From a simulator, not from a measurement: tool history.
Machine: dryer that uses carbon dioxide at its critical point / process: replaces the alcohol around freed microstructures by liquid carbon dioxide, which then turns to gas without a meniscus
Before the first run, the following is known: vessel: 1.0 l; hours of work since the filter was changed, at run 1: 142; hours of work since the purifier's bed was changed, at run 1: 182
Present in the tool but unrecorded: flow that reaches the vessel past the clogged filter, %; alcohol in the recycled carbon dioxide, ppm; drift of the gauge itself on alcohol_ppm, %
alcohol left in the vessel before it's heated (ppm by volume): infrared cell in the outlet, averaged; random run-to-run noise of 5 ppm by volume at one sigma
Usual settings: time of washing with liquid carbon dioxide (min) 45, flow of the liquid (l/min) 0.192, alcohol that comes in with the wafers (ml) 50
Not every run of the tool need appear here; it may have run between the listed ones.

run   hour  time of washing with liquid carbon dioxide (min)  flow of the liquid (l/min)  alcohol that comes in with the wafers (ml)  hours of work since the filter was changed  hours of work since the purifier's bed was changed  alcohol left in the vessel before it's heated (ppm by volume)
  1    0.0                                                45                       0.192                                          50                                         142                                                 182                                                             76
  2   27.5                                                45                       0.192                                          50                                         155                                                 195                                                             69
  3   54.3                                                45                       0.228                                          50                                         167                                                 208                                                             48
  4   70.8                                                41                       0.192                                          50                                         175                                                 215                                                            105
  5   92.8                                                41                       0.192                                          50                                         186                                                 226                                                            115
  6  113.7                                                45                       0.162                                          50                                         196                                                 236                                                            168
  7  136.0                                                45                       0.162                                          82                                         206                                                 246                                                            262
  8  158.9                                                45                       0.192                                          98                                         217                                                 257                                                            119
  9  187.7                                                45                       0.192                                          98                                         231                                                 271                                                            139
 10  214.3                                                45                       0.192                                          50                                         244                                                 284                                                            104
 11  235.1                                                45                       0.192                                          50                                         253                                                 294                                                            105
 12  262.0                                                57                       0.128                                          22                                         266                                                 306                                                            128
 13  282.9                                                57                       0.128                                          22                                         276                                                 316                                                            131
 14  305.3                                                57                       0.128                                          22                                         287                                                 327                                                            135
 15  332.5                                                36                       0.222                                          72                                         300                                                 340                                                            182
 16  359.2                                                36                       0.222                                          22                                         313                                                 353                                                            107

Run 17 is up next; what results do you expect?
 17  384.6                                                49                       0.310                                          85                                         325                                                 365                                                              ?

alcohol left in the vessel before it's heated (ppm by volume): 72
Take away the tool's hidden state, keep the run-to-run variation as it was, and the same run would have given alcohol left in the vessel before it's heated (ppm by volume) 7.
